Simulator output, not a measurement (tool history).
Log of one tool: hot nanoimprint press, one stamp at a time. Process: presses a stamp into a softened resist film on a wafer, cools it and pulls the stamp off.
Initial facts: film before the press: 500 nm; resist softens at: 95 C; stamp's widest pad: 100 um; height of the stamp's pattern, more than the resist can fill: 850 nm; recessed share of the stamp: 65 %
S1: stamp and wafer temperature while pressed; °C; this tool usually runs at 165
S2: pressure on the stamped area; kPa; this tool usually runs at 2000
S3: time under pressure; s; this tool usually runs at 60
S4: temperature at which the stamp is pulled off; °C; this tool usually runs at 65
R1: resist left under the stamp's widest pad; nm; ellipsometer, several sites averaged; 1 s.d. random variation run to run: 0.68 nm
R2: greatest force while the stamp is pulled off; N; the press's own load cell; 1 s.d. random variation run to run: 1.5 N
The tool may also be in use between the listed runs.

| run | hour | S1 | S2 | S3 | S4 | R1 | R2 |
|---|---|---|---|---|---|---|---|
| 1 | 0 | 165 | 2000 | 60 | 65 | 219.5 | 131 |
|  | 35.8 | stamp cleaned and given a new release coat |
| 2 | 67.4 | 165 | 2000 | 60 | 65 | 220.6 | 115 |
| 3 | 127.1 | 165 | 2000 | 60 | 65 | 221.1 | 115 |
| 4 | 175 | 168 | 2000 | 60 | 65 | 193.2 | 119 |
| 5 | 223.4 | 168 | 2000 | 60 | 65 | 193.9 | 122 |
| 6 | 267.2 | 165 | 2000 | 60 | 54 | 222.9 | 141 |
| 7 | 326.7 | 165 | 2000 | 60 | 65 | 222.6 | 129 |
|  | 351 | plate thermocouple calibrated |
| 8 | 374.1 | 165 | 3180 | 60 | 65 | 179.6 | 132 |
| 9 | 412.1 | 165 | 3180 | 60 | 65 | 178.9 | 127 |
| 10 | 469.6 | 165 | 2000 | 60 | 65 | 222.7 | 131 |
| 11 | 495.8 | 165 | 2000 | 60 | 65 | 224.3 | 135 |
|  | 507.5 | stamp cleaned and given a new release coat |
| 12 | 527.1 | 165 | 2000 | 60 | 65 | 222.9 | 114 |
| 13 | 571 | 165 | 2000 | 60 | 65 | 224 | 115 |
| 14 | 622.1 | 162 | 2000 | 60 | 65 | 257.8 | 121 |
| 15 | 674.3 | 165 | 2000 | 60 | 65 | 226 | 120 |
| 16 | 712.5 | 165 | 2000 | 60 | 65 | 226.5 | 123 |
| 17 | 745.7 | 165 | 1860 | 100 | 63 | 190.7 | 127 |
| 18 | 774.2 | 165 | 1860 | 100 | 63 | 192.2 | 131 |

Run 19 has not been measured yet. What should we expect?
| 19 | 829.8 | 165 | 2610 | 79 | 65 | ? | ? |

R1: 180.5 nm
R2: 126 N
Minus the tool's unlogged condition, the same run would have read R1 173.2 nm, R2 112 N.

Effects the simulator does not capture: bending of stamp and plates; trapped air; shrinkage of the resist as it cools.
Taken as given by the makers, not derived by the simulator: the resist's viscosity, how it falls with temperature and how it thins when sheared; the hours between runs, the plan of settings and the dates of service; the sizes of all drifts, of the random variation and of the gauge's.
